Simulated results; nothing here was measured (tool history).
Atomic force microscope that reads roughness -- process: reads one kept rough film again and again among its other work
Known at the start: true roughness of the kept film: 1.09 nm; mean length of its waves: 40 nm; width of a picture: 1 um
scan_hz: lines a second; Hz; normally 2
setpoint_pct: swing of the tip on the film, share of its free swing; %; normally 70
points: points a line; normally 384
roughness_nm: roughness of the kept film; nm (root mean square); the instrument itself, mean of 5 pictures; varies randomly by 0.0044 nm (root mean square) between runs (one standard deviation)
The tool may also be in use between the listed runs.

Run 1, hour 0: usual settings. Result: roughness_nm 0.979 nm (root mean square).
Run 2, hour 11.2: usual settings but points 673. Result: roughness_nm 0.981 nm (root mean square).
At hour 13.6: new tip fitted.
Run 3, hour 24.2: usual settings but points 673. Result: roughness_nm 0.982 nm (root mean square).
Run 4, hour 48.3: usual settings but points 376. Result: roughness_nm 0.973 nm (root mean square).
At hour 59.5: new tip fitted.
Run 5, hour 61.2: usual settings but scan_hz 3.73 Hz. Result: roughness_nm 0.92 nm (root mean square).
Run 6, hour 76.3: usual settings but scan_hz 3.73 Hz. Result: roughness_nm 0.92 nm (root mean square).
Run 7, hour 97.8: usual settings but scan_hz 3.73 Hz. Result: roughness_nm 0.911 nm (root mean square).
At hour 105.6: new tip fitted.
Run 8, hour 119.1: usual settings but setpoint_pct 60 %. Result: roughness_nm 1.019 nm (root mean square).
Run 9, hour 132.8: usual settings. Result: roughness_nm 0.98 nm (root mean square).
At hour 151.1: new tip fitted.
Run 10, hour 153.3: usual settings. Result: roughness_nm 0.982 nm (root mean square).
Run 11, hour 171.5: usual settings. Result: roughness_nm 0.975 nm (root mean square).
Run 12, hour 183.1: usual settings. Result: roughness_nm 0.984 nm (root mean square).
At hour 197.1: new tip fitted.
Run 13, hour 200.6: usual settings but scan_hz 1.49 Hz. Result: roughness_nm 0.998 nm (root mean square).
Run 14, hour 224.6: usual settings but scan_hz 1.49 Hz. Result: roughness_nm 0.999 nm (root mean square).
Run 15, hour 240: usual settings but scan_hz 1.49 Hz, setpoint_pct 81 %. Result: roughness_nm 0.947 nm (root mean square).
At hour 243.8: new tip fitted.
Run 16, hour 260.9: usual settings but scan_hz 1.49 Hz, setpoint_pct 81 %. Result: roughness_nm 0.945 nm (root mean square).
Run 17, hour 281: usual settings but scan_hz 1.49 Hz, setpoint_pct 81 %. Result: roughness_nm 0.953 nm (root mean square).
At hour 289.2: new tip fitted.
Run 18, hour 294.2: usual settings but points 407. Result: roughness_nm 0.982 nm (root mean square).
Run 19, hour 313.4: usual settings but points 407. Result: roughness_nm 0.979 nm (root mean square).
Run 20, hour 330.2: usual settings but points 407. Result: roughness_nm 0.987 nm (root mean square).
At hour 334.7: new tip fitted.
Run 21, hour 346.4: usual settings but points 407. Result: roughness_nm 0.977 nm (root mean square).
Run 22, hour 366.3: usual settings but setpoint_pct 87 %. Result: roughness_nm 0.88 nm (root mean square).
At hour 380.8: new tip fitted.
Run 23, hour 387.2: usual settings but setpoint_pct 73 %. Result: roughness_nm 0.973 nm (root mean square).
Run 24, hour 400.2: usual settings. Result: roughness_nm 0.985 nm (root mean square).
Run 25, hour 416.1: usual settings. Result: roughness_nm 0.984 nm (root mean square).
At hour 426.2: new tip fitted.
Run 26, hour 437.1: usual settings but setpoint_pct 88 %. Result: roughness_nm 0.879 nm (root mean square).
Run 27, hour 452.4: usual settings but setpoint_pct 88 %, points 920. Result: roughness_nm 0.879 nm (root mean square).
At hour 472.2: new tip fitted.
Run 28, hour 478.4: usual settings but setpoint_pct 88 %, points 920. Result: roughness_nm 0.883 nm (root mean square).
Run 29, hour 495.9: usual settings but setpoint_pct 88 %, points 920. Result: roughness_nm 0.878 nm (root mean square).
At hour 518.2: new tip fitted.
Run 30, hour 518.3: usual settings but scan_hz 1.16 Hz, setpoint_pct 83 %, points 401. Result: roughness_nm 0.965 nm (root mean square).
Run 31, hour 529.9: usual settings but scan_hz 1.79 Hz, setpoint_pct 75 %, points 969. Result: roughness_nm 0.969 nm (root mean square).
Run 32, hour 550.4: usual settings but points 432. Result: roughness_nm 0.978 nm (root mean square).
At hour 563.4: new tip fitted.
Run 33, hour 574.5: usual settings but points 432. Result: roughness_nm 0.98 nm (root mean square).
Run 34, hour 600: usual settings but scan_hz 2.74 Hz, setpoint_pct 57 %, points 337. Result: roughness_nm 1.01 nm (root mean square).
At hour 609.5: new tip fitted.
Run 35, hour 625.1: usual settings but scan_hz 2.74 Hz, setpoint_pct 57 %, points 714. Result: roughness_nm 1.011 nm (root mean square).
Run 36, hour 635.5: usual settings but scan_hz 0.82 Hz, setpoint_pct 65 %, points 783. Result: roughness_nm 1.047 nm (root mean square).
Run 37, hour 647: usual settings but scan_hz 1.26 Hz, setpoint_pct 72 %. Result: roughness_nm 1.005 nm (root mean square).
At hour 654.9: new tip fitted.
Run 38, hour 658.3: usual settings but scan_hz 1.26 Hz, setpoint_pct 72 %. Result: roughness_nm 1 nm (root mean square).
Run 39, hour 678.7: usual settings but scan_hz 0.97 Hz, setpoint_pct 78 %, points 288. Result: roughness_nm 0.995 nm (root mean square).
Run 40, hour 696.4: usual settings but scan_hz 1.26 Hz, setpoint_pct 82 %, points 405. Result: roughness_nm 0.963 nm (root mean square).
At hour 701.1: new tip fitted.
Run 41, hour 717: usual settings but scan_hz 1.26 Hz, setpoint_pct 82 %, points 405. Result: roughness_nm 0.969 nm (root mean square).
Run 42, hour 727.4: usual settings but points 430. Result: roughness_nm 0.974 nm (root mean square).
At hour 746.3: new tip fitted.
Run 43, hour 749: usual settings but setpoint_pct 67 %, points 293. Result: roughness_nm 0.986 nm (root mean square).
Run 44, hour 771.8: usual settings but setpoint_pct 67 %, points 293. Result: roughness_nm 0.989 nm (root mean square).
Run 45, hour 788.3: usual settings but scan_hz 3.38 Hz, points 272. Result: roughness_nm 0.922 nm (root mean square).
At hour 792.3: new tip fitted.
Run 46, hour 813.5: usual settings but scan_hz 3.38 Hz, points 272. Result: roughness_nm 0.92 nm (root mean square).
Run 47, hour 830.4: usual settings but scan_hz 2.57 Hz. Result: roughness_nm 0.962 nm (root mean square).
At hour 838.3: new tip fitted.
Run 48, hour 855.9: usual settings but scan_hz 2.93 Hz, setpoint_pct 82 %, points 387. Result: roughness_nm 0.861 nm (root mean square).

What does the tool deliver on the next run?
Run 49, hour 879: usual settings but scan_hz 2.93 Hz, setpoint_pct 82 %, points 387. Result: roughness_nm ?.

{"run 49": {"roughness_nm": 0.865}}
Were there no unlogged condition in the tool, this run, its random variation unchanged, would have produced roughness_nm 0.867 nm (root mean square).

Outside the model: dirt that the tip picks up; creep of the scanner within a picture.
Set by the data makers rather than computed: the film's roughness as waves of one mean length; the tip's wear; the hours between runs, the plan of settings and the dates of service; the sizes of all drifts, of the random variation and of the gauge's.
